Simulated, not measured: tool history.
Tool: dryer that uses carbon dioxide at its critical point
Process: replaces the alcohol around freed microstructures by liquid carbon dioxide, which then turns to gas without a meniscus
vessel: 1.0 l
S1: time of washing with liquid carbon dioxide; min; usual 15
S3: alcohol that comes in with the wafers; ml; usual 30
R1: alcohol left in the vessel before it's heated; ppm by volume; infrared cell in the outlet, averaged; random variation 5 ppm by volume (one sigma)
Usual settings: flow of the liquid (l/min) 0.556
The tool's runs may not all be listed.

run 1 hour=0 | S1=15 flow_of_the_liquid_(l/min)=0.556 S3=30 | R1=179
run 2 hour=34 | S1=15 flow_of_the_liquid_(l/min)=0.556 S3=30 | R1=169
run 3 hour=64.5 | S1=15 flow_of_the_liquid_(l/min)=0.556 S3=30 | R1=169
run 4 hour=113.5 | S1=15 flow_of_the_liquid_(l/min)=0.556 S3=30 | R1=181
run 5 hour=176.5 | S1=22 flow_of_the_liquid_(l/min)=0.556 S3=30 | R1=148
run 6 hour=233.4 | S1=15 flow_of_the_liquid_(l/min)=0.556 S3=93 | R1=295
run 7 hour=297.6 | S1=12 flow_of_the_liquid_(l/min)=0.556 S3=26 | R1=317
-- hour=330.3 inlet filter changed
run 8 hour=343.3 | S1=15 flow_of_the_liquid_(l/min)=0.903 S3=34 | R1=161
-- hour=382.3 purifier's bed changed
run 9 hour=401.7 | S1=15 flow_of_the_liquid_(l/min)=0.903 S3=34 | R1=6
run 10 hour=436.7 | S1=18 flow_of_the_liquid_(l/min)=0.556 S3=38 | R1=14
run 11 hour=484.6 | S1=18 flow_of_the_liquid_(l/min)=0.556 S3=38 | R1=27

Forecast each of these 3 alternatives for the next run:
run A hour=529.3 | S1=18 flow_of_the_liquid_(l/min)=0.556 S3=36 | R1=?
run B hour=529.3 | S1=11 flow_of_the_liquid_(l/min)=0.556 S3=30 | R1=?
run C hour=529.3 | S1=9 flow_of_the_liquid_(l/min)=0.556 S3=30 | R1=?

run=A R1=21
run=B R1=257
run=C R1=588
Without the tool's hidden state the same runs would have given:
run=A R1=6
run=B R1=200
run=C R1=487

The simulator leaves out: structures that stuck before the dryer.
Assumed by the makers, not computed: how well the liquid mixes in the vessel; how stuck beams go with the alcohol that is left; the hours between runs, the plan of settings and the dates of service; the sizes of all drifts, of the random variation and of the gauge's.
